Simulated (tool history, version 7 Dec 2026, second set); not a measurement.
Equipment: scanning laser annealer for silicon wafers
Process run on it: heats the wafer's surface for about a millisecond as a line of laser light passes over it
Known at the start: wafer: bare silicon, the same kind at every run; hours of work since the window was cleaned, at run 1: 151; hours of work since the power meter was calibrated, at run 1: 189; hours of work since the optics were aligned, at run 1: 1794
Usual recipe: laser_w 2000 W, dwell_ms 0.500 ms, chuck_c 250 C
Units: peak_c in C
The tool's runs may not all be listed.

run	hour	laser_w	dwell_ms	chuck_c	hours of work since the window was cleaned	hours of work since the power meter was calibrated	hours of work since the optics were aligned	peak_c
1	0.0	2000	0.500	250	151	189	1794	1000
2	24.8	1950	0.500	250	168	207	1811	986
3	40.8	2000	0.376	250	179	217	1822	908
4	52.2	2000	0.376	250	187	225	1829	906
5	74.0	2000	0.376	250	201	240	1844	909
6	97.4	2000	0.376	250	218	256	1860	911
7	119.2	2000	0.376	250	232	271	1875	910
8	137.3	2000	0.376	250	245	284	1888	906
9	159.0	2000	0.376	250	260	299	1903	906
10	183.7	2000	0.376	250	277	315	1920	905
# hour 206.7: optics aligned, line set to its width
11	209.6	2100	0.500	250	291	330	2	1033
12	232.2	2100	0.500	250	307	345	17	1035
13	243.3	1846	0.600	261	314	353	25	1020
14	266.9	1712	0.500	250	330	369	41	901
15	284.2	1797	0.500	219	342	381	53	901
16	302.1	2080	0.350	262	354	393	65	918
17	315.0	2097	0.501	279	363	402	74	1064
18	329.9	2097	0.501	279	374	412	85	1059

Run 19 is up next; what results do you expect?
19	343.8	2097	0.501	230	383	422	94	?

{"run 19": {"peak_c": 1016}}
If the tool had no hidden condition, the same run with the same run-to-run variation would have returned peak_c 1016 C.

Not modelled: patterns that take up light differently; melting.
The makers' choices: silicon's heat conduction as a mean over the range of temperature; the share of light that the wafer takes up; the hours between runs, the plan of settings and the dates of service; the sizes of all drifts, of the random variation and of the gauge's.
